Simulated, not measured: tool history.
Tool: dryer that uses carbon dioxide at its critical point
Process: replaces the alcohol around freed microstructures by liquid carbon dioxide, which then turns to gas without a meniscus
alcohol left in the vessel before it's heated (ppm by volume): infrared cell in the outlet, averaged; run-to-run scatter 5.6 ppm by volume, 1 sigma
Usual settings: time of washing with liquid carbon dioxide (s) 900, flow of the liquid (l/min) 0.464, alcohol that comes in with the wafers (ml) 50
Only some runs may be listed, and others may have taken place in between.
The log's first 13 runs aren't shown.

| run | hour | time of washing with liquid carbon dioxide (s) | flow of the liquid (l/min) | alcohol that comes in with the wafers (ml) | alcohol left in the vessel before it's heated (ppm by volume) |
|---|---|---|---|---|---|
| 14 | 157.6 | 1200 | 0.464 | 50 | 64 |
| 15 | 171.8 | 1200 | 0.464 | 50 | 68 |
| 16 | 186.5 | 900 | 0.464 | 62 | 318 |
| 17 | 197.3 | 900 | 0.464 | 20 | 114 |
| 18 | 205.8 | 1080 | 0.464 | 50 | 116 |
| 19 | 220.1 | 1200 | 0.464 | 61 | 79 |
| 20 | 235.6 | 1200 | 0.464 | 61 | 70 |
| 21 | 246.9 | 600 | 0.369 | 50 | 3239 |
| 22 | 263.6 | 600 | 0.431 | 63 | 2419 |
| 23 | 274 | 660 | 0.376 | 118 | 5420 |
| 24 | 290.7 | 960 | 0.572 | 42 | 65 |
| 25 | 303.8 | 960 | 0.572 | 42 | 71 |
| 26 | 315.8 | 1140 | 0.521 | 26 | 52 |
| 27 | 329.4 | 1140 | 0.521 | 26 | 41 |
| 28 | 336.5 | 720 | 0.521 | 26 | 297 |
| 29 | 349.3 | 720 | 0.521 | 26 | 312 |
| 30 | 360.5 | 1200 | 0.464 | 50 | 85 |
| 31 | 376.7 | 900 | 0.566 | 84 | 214 |

Estimate the outcome of run 32 from the log above:
| 32 | 386.6 | 1260 | 0.354 | 84 | ? |

For run 32 the tool returned alcohol left in the vessel before it's heated (ppm by volume) 420.
With no hidden state in the tool, this same run would have given alcohol left in the vessel before it's heated (ppm by volume) 189.
